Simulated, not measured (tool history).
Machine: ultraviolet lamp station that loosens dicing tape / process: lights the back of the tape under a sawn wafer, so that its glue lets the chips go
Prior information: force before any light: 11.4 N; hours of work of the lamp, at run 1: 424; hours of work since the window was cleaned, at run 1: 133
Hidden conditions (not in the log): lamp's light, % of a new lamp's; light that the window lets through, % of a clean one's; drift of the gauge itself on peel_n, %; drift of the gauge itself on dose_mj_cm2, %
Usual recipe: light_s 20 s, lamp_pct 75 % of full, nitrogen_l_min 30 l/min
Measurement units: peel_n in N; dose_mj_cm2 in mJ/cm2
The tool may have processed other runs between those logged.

| run | day | light_s | lamp_pct | nitrogen_l_min | hours of work of the lamp | hours of work since the window was cleaned | peel_n | dose_mj_cm2 |
|---|---|---|---|---|---|---|---|---|
| 1 | 0 | 20 | 75 | 30 | 424 | 133 | 0.892 | 446 |
| 2 | 0.362 | 28 | 75 | 30 | 431 | 139 | 0.384 | 619 |
| 3 | 0.754 | 28 | 75 | 30 | 438 | 146 | 0.368 | 608 |
| 4 | 1.225 | 28 | 75 | 30 | 447 | 155 | 0.378 | 604 |
| 5 | 1.662 | 28 | 75 | 30 | 455 | 163 | 0.394 | 609 |
| 6 | 2.008 | 28 | 75 | 30 | 461 | 169 | 0.382 | 609 |
| 7 | 2.517 | 28 | 75 | 30 | 471 | 179 | 0.385 | 607 |
| 8 | 3.021 | 20 | 75 | 30 | 480 | 188 | 0.96 | 434 |
| 9 | 3.583 | 20 | 75 | 30 | 490 | 198 | 0.978 | 434 |
| 10 | 4.15 | 29 | 75 | 23 | 501 | 209 | 0.467 | 622 |
| 11 | 4.488 | 20 | 93 | 50 | 507 | 215 | 0.366 | 528 |
| 12 | 4.746 | 12 | 89 | 50 | 512 | 220 | 1.507 | 302 |
| 13 | 5.029 | 23 | 88 | 30 | 517 | 225 | 0.441 | 576 |
| 14 | 5.55 | 25 | 70 | 30 | 526 | 235 | 0.677 | 498 |

What does the tool deliver on the next run?
| 15 | 5.946 | 20 | 92 | 9 | 534 | 242 | ? | ? |

Logged for run 15: peel_n 1.52 N, dose_mj_cm2 520 mJ/cm2.
Without the tool's hidden state the same run would have given peel_n 1.113 N, dose_mj_cm2 603 mJ/cm2.

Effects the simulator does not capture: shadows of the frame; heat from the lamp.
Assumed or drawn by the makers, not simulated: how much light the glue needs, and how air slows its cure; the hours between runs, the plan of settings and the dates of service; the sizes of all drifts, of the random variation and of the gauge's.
